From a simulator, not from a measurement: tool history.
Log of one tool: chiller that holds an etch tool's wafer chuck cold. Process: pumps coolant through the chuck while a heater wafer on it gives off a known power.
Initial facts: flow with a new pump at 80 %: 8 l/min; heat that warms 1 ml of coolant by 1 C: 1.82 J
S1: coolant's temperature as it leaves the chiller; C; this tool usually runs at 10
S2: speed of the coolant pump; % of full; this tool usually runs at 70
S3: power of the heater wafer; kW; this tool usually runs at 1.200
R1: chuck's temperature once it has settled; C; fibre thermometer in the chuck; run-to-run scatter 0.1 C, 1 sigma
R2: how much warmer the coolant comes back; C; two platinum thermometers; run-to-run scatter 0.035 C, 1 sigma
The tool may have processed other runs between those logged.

{"run": 1, "hour": 0.0, "S1": 10, "S2": 70, "S3": 1.2, "R1": 22.7, "R2": 5.77}
{"run": 2, "hour": 18.4, "S1": 10, "S2": 70, "S3": 1.2, "R1": 22.6, "R2": 5.8}
{"run": 3, "hour": 31.9, "S1": 10, "S2": 70, "S3": 1.2, "R1": 22.6, "R2": 5.84}
{"run": 4, "hour": 49.2, "S1": 10, "S2": 70, "S3": 1.2, "R1": 22.8, "R2": 5.8}
{"hour": 69.8, "done": "chiller's thermometer calibrated"}
{"run": 5, "hour": 77.2, "S1": 10, "S2": 70, "S3": 1.2, "R1": 22.6, "R2": 5.71}
{"run": 6, "hour": 108.4, "S1": 10, "S2": 70, "S3": 1.2, "R1": 22.6, "R2": 5.71}
{"run": 7, "hour": 131.7, "S1": 10, "S2": 70, "S3": 1.2, "R1": 22.7, "R2": 5.72}
{"run": 8, "hour": 145.8, "S1": 10, "S2": 88, "S3": 0.924, "R1": 18.0, "R2": 3.44}
{"run": 9, "hour": 164.6, "S1": 8, "S2": 82, "S3": 0.944, "R1": 16.5, "R2": 3.81}
{"run": 10, "hour": 182.2, "S1": 5, "S2": 91, "S3": 1.2, "R1": 14.8, "R2": 4.24}
{"run": 11, "hour": 207.1, "S1": 14, "S2": 83, "S3": 1.198, "R1": 24.9, "R2": 4.74}

Alternative continuations, all from the tool just after run 11; predict every row:
{"run": "A", "hour": 231.1, "S1": 15, "S2": 65, "S3": 1.121, "R1": "?", "R2": "?"}
{"run": "B", "hour": 231.1, "S1": 18, "S2": 83, "S3": 0.753, "R1": "?", "R2": "?"}
{"run": "C", "hour": 231.1, "S1": 14, "S2": 82, "S3": 1.198, "R1": "?", "R2": "?"}
{"run": "D", "hour": 231.1, "S1": 19, "S2": 70, "S3": 1.2, "R1": "?", "R2": "?"}
{"run": "E", "hour": 231.1, "S1": 11, "S2": 72, "S3": 1.2, "R1": "?", "R2": "?"}

run=A R1=27.8 R2=5.81
run=B R1=24.8 R2=2.97
run=C R1=24.9 R2=4.78
run=D R1=31.6 R2=5.80
run=E R1=23.4 R2=5.56
Without the tool's hidden state the same runs would have given:
run=A R1=27.8 R2=5.81
run=B R1=24.7 R2=2.97
run=C R1=24.9 R2=4.78
run=D R1=31.6 R2=5.79
run=E R1=23.4 R2=5.55
